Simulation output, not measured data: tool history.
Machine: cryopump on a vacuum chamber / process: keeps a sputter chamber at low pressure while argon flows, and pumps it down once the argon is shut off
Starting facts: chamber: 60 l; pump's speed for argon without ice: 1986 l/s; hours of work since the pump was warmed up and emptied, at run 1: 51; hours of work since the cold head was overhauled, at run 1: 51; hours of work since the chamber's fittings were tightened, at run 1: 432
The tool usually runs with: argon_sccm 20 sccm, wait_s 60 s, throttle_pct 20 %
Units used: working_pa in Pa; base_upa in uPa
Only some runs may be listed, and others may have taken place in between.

run   hour  argon_sccm  wait_s  throttle_pct  hours of work since the pump was warmed up and emptied  hours of work since the cold head was overhauled  hours of work since the chamber's fittings were tightened  working_pa  base_upa
  1      0          20      60            20                                                      51                                                51                                                        432      0.0856      0.93
  2   11.1          20      28            20                                                      56                                                56                                                        437      0.0858      1.58
  3     18          20      60            20                                                      58                                                58                                                        440      0.0856      0.94
  4   32.5          20      60            20                                                      64                                                64                                                        446      0.0858      0.95
  5   44.8          20      60            20                                                      69                                                69                                                        451      0.0849      0.91
  6   53.6          30      60            20                                                      73                                                73                                                        454      0.1288      0.97
  7   66.3          20      60            20                                                      78                                                78                                                        459      0.0855      0.94
  8   81.7          20      60            20                                                      84                                                84                                                        466      0.0855      0.96
  9   94.7          12      60            20                                                      90                                                90                                                        471      0.0508      0.91
 10  108.1          20      60            32                                                      95                                                95                                                        476      0.0535      0.91
 11  116.6          20      60            32                                                      99                                                99                                                        480      0.0538      0.95
 12  130.8          20      60            47                                                     104                                               104                                                        486      0.0375      0.99
 13  137.7          20      60            47                                                     107                                               107                                                        488      0.0364      0.92
 14  149.5          20      60            47                                                     112                                               112                                                        493      0.0367      0.89
 15  158.2          20      60            20                                                     115                                               115                                                        497      0.0857      0.97
 16  172.3          20      60            32                                                     121                                               121                                                        502      0.0539       0.9
 17  186.7          20      60            32                                                     127                                               127                                                        508      0.0538      0.92
 18    199          10      60            20                                                     132                                               132                                                        513      0.0435      0.93
 19  205.8          10      60            20                                                     135                                               135                                                        516      0.0436      0.98
 20  212.2          10      60            20                                                     137                                               137                                                        519      0.0428      0.98
 21  225.4          10      60            20                                                     143                                               143                                                        524       0.043      0.93
 22  233.4          36      63            19                                                     146                                               146                                                        527      0.1628      0.93
 23  247.7          10      44            51                                                     152                                               152                                                        533      0.0172      1.17
 24  255.7          10      44            51                                                     155                                               155                                                        536      0.0168      1.18
 25  266.9          10      44            51                                                     160                                               160                                                        541      0.0172       1.2
 26  281.7          10      44            51                                                     166                                               166                                                        547      0.0167      1.17
 27  295.3          10      44            51                                                     171                                               171                                                        553      0.0171      1.15
 28  302.1           9      52            36                                                     174                                               174                                                        555      0.0215      1.07
 29  316.3          14      28            36                                                     180                                               180                                                        561      0.0336      1.62
 30    325          31      56            41                                                     183                                               183                                                        565      0.0655      0.99
 31  336.1          31      24            22                                                     188                                               188                                                        569      0.1211      1.85
 32  344.2          31      24            22                                                     191                                               191                                                        572      0.1214      1.82
 33  358.2          20      60            31                                                     197                                               197                                                        578      0.0555      0.97
 34  368.7          19     218            30                                                     201                                               201                                                        582      0.0547      0.56
 35  379.6          21      60            21                                                     205                                               205                                                        587       0.086      1.01

3 ways to go on from here, each from the tool as it stands after run 35. What would each give?
  A  386.3          37     170            34                                                     208                                               208                                                        590           ?         ?
  B  386.3          21     269            21                                                     208                                               208                                                        590           ?         ?
  C  386.3          10      36            42                                                     208                                               208                                                        590           ?         ?

run  working_pa  base_upa
  A      0.0943      0.57
  B       0.086      0.53
  C      0.0207       1.3
Had the tool no hidden state, the same runs would have come out as:
run  working_pa  base_upa
  A      0.0927      0.32
  B      0.0851      0.28
  C      0.0203      1.06
